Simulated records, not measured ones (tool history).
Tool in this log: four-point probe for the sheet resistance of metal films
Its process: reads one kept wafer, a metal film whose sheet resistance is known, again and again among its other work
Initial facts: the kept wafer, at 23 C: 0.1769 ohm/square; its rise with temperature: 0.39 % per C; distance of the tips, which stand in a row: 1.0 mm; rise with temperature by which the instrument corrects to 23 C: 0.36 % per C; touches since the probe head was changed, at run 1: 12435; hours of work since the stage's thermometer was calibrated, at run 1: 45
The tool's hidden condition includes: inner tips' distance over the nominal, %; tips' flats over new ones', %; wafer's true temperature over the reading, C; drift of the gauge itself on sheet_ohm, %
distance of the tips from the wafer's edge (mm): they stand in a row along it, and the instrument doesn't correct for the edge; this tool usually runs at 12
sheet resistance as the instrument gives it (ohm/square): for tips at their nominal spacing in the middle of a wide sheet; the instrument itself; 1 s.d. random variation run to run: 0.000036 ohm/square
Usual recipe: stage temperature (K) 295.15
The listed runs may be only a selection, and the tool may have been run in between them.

run,hour,stage temperature (K),distance of the tips from the wafer's edge (mm),touches since the probe head was changed,hours of work since the stage's thermometer was calibrated,sheet resistance as the instrument gives it (ohm/square)
1,0,295.15,12,12435,45,0.17741
2,20.3,295.15,12,13166,54,0.177414
3,43.9,307.15,12,14011,64,0.177966
4,65.9,307.15,12,14802,73,0.177934
5,85.4,307.15,12,15504,82,0.177995
6,107.2,295.15,12,16290,91,0.177339
7,129.3,295.15,8,17082,100,0.178155
8,150.5,295.15,8,17846,110,0.178121
9,168.6,295.15,8,18497,117,0.178159
10,192.9,295.15,8,19370,128,0.178187
11,221.7,295.15,12,20405,140,0.177348
12,236.4,295.15,35,20932,146,0.176749
13,253.5,295.15,35,21548,154,0.176717
14,273.7,295.15,12,22272,162,0.177341
15,300.6,295.15,12,23241,174,0.1773
16,318.1,295.15,12,23871,182,0.177285
17,333.3,297.15,51,24417,188,0.176799
18,358,297.15,9,25305,199,0.177889
19,377.9,303.15,32,26018,207,0.177075
20,398.8,296.15,3,26768,216,0.186523
21,419.3,293.15,7,27508,225,0.17844
22,437.8,301.15,5,28173,233,0.18059
23,452.2,295.15,4,28691,239,0.18238
24,468.7,293.15,9,29282,246,0.177615
25,495.3,293.15,9,30237,258,0.177653
26,519.7,299.15,20,31116,268,0.177013
27,539,292.15,73,31810,276,0.176419
28,562.4,292.15,5,32651,286,0.180102
29,586.4,292.15,5,33512,297,0.180198
30,616.3,299.15,5,34588,310,0.180429
31,643.4,299.15,5,35561,321,0.180447
32,668.8,296.15,74,36474,332,0.1766

Forecast each of these 4 alternatives for the next run:
A,689.6,304.15,12,37222,341,?
B,689.6,308.15,6,37222,341,?
C,689.6,298.15,10,37222,341,?
D,689.6,307.15,20,37222,341,?

run,sheet resistance as the instrument gives it (ohm/square)
A,0.177611
B,0.179754
C,0.177545
D,0.177348
Take away the tool's hidden state, keep each run's random variation, and the runs would have read:
run,sheet resistance as the instrument gives it (ohm/square)
A,0.177958
B,0.180105
C,0.177891
D,0.177695
